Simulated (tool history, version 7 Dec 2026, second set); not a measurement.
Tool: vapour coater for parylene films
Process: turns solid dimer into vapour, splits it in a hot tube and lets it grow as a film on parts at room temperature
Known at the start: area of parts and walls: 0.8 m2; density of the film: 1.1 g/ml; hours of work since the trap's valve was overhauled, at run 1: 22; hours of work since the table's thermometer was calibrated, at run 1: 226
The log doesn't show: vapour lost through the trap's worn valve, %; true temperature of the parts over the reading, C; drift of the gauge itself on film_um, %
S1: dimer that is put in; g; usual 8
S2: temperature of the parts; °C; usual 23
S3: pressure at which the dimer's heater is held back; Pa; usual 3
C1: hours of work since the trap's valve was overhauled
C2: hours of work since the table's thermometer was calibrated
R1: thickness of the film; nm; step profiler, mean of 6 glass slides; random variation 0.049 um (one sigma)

run	hour	S1	S2	S3	C1	C2	R1
1	0	8	23	3	22	226	5540
2	14.2	5	23	3	31	236	3530
3	35.5	5	19	3	45	250	4070
4	58.2	5	19	3	60	265	4060
5	76.1	5	19	3	72	277	4050
6	90.9	8	16	3	82	287	7150
7	105.3	8	23	3	92	296	5500
8	127.1	8	23	3	106	311	5560
9	146.2	8	23	3	119	323	5470
10	165.8	3	23	3	132	336	2050
11	180.1	3	23	3	141	346	2080
12	201.2	3	23	3	155	360	2080
13	211.4	8	23	8.05	162	367	4680
14	232.8	8	23	8.05	176	381	4650
15	242.2	8	23	8.05	182	387	4550
16	255.6	4	23	3	191	396	2790
17	277.4	8	23	3	206	410	5540
18	298.8	8	28	3	220	424	4580
19	316.5	8	28	3	232	436	4610
20	329.6	8	28	3	240	445	4580
21	351.7	8	23	3	255	459	5470
22	369.9	3	23	3	267	472	2060
23	383.2	3	23	3	276	480	2080
24	401.9	3	23	3	288	493	2060
25	418.6	8	27	6.87	299	504	4040
26	440.3	8	18	9.24	314	518	5410
27	462.5	6	16	2.23	328	533	5700
28	481.8	3	30	3.38	341	546	1580
29	502.4	8	32	3	355	559	3890
30	521.3	7	19	3	367	572	5600
31	534.5	7	25	2.1	376	581	4870
32	548.9	7	25	2.1	386	590	4700
33	567.2	7	25	3.42	398	602	4410
34	582.8	11	30	3.42	408	613	5690
35	592.1	5	23	3	414	619	3450
36	604.3	5	23	6.53	422	627	2930
37	619.8	7	23	3	433	637	4830
38	636.8	8	23	5.53	444	648	4830
39	652.1	8	23	5.53	454	658	4890
40	668.2	6	19	7.86	465	669	3980
41	681.1	9	34	10.11	473	678	3290
42	698.9	13	28	3.71	485	689	7160
43	708.3	8	20	3.71	491	696	5990
44	718	8	20	3.71	498	702	5980
45	735.6	11	16	2.92	509	714	9860
46	750	13	16	4.45	519	723	11050
47	770.9	11	16	3.59	533	737	9550
48	790	11	16	2.57	545	750	10210

Some steps in R1 between neighbouring runs. How much of each would the tool show without its hidden state too (settings, what came in, random variation), and how much is left for the hidden state, with any gauge scatter that isn't in both results?
Run 27 -> 28: S1 6 -> 3, S2 16 -> 30, S3 2.23 -> 3.38. R1 -4120 nm: hidden state +30, all else -4150.
Run 28 -> 29: S1 3 -> 8, S2 30 -> 32, S3 3.38 -> 3. R1 +2310 nm: hidden state -20, all else +2330.
Run 41 -> 42: S1 9 -> 13, S2 34 -> 28, S3 10.11 -> 3.71. R1 +3870 nm: hidden state -20, all else +3890.
Run 44 -> 45: S1 8 -> 11, S2 20 -> 16, S3 3.71 -> 2.92. R1 +3880 nm: hidden state -20, all else +3900.

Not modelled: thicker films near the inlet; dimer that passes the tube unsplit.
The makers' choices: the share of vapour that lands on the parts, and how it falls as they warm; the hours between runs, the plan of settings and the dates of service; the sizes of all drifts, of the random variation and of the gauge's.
